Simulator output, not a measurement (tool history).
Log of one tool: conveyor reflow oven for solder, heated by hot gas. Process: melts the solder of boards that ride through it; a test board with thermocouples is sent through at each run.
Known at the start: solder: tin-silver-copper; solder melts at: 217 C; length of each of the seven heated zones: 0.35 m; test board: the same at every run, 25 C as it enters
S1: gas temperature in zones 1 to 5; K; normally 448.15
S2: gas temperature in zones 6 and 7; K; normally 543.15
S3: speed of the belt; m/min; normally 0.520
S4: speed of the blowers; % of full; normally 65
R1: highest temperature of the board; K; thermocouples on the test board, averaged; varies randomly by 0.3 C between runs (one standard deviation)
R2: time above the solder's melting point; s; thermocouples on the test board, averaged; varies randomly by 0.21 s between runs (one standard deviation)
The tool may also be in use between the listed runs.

run	hour	S1	S2	S3	S4	R1	R2
1	0.0	448.15	543.15	0.520	65	528.05	63.9
2	11.3	448.15	543.15	0.520	65	528.25	64.3
3	19.2	448.15	543.15	0.520	65	528.25	64.1
4	31.2	448.15	538.15	0.520	65	524.05	60.7
5	36.9	448.15	538.15	0.520	65	524.15	60.9
6	43.1	448.15	543.15	0.500	65	528.85	67.2
7	49.7	448.15	543.15	0.562	65	525.75	56.5
8	58.0	448.15	543.15	0.520	65	527.05	63.4
9	64.2	448.15	543.15	0.520	65	528.05	63.5
10	77.2	434.15	537.15	0.520	65	520.35	52.8
11	87.7	447.15	535.15	0.462	60	522.45	67.9
12	100.1	462.15	537.15	0.565	64	521.95	60.2
13	110.7	462.15	537.15	0.565	64	521.95	59.9
14	121.1	448.15	543.15	0.520	65	527.95	63.4
15	126.9	448.15	543.15	0.520	65	527.05	63.6
16	134.4	448.15	543.15	0.520	65	527.05	63.3
17	143.7	459.15	543.15	0.563	65	526.25	62.0

5 options for the next run, each taken on its own from the tool as it stands now. Forecast them:
A	154.7	461.15	543.15	0.428	65	?	?
B	154.7	448.15	543.15	0.617	52	?	?
C	154.7	439.15	543.15	0.472	68	?	?
D	154.7	450.15	543.15	0.592	78	?	?
E	154.7	434.15	543.15	0.530	65	?	?

run	R1	R2
A	533.55	89.6
B	517.65	44.3
C	529.35	68.9
D	526.15	55.4
E	524.35	55.1
The same runs, with their run-to-run variation unchanged, on a tool lacking any hidden condition would have given:
run	R1	R2
A	536.05	90.0
B	520.15	46.0
C	532.05	70.1
D	528.95	56.6
E	527.15	56.6

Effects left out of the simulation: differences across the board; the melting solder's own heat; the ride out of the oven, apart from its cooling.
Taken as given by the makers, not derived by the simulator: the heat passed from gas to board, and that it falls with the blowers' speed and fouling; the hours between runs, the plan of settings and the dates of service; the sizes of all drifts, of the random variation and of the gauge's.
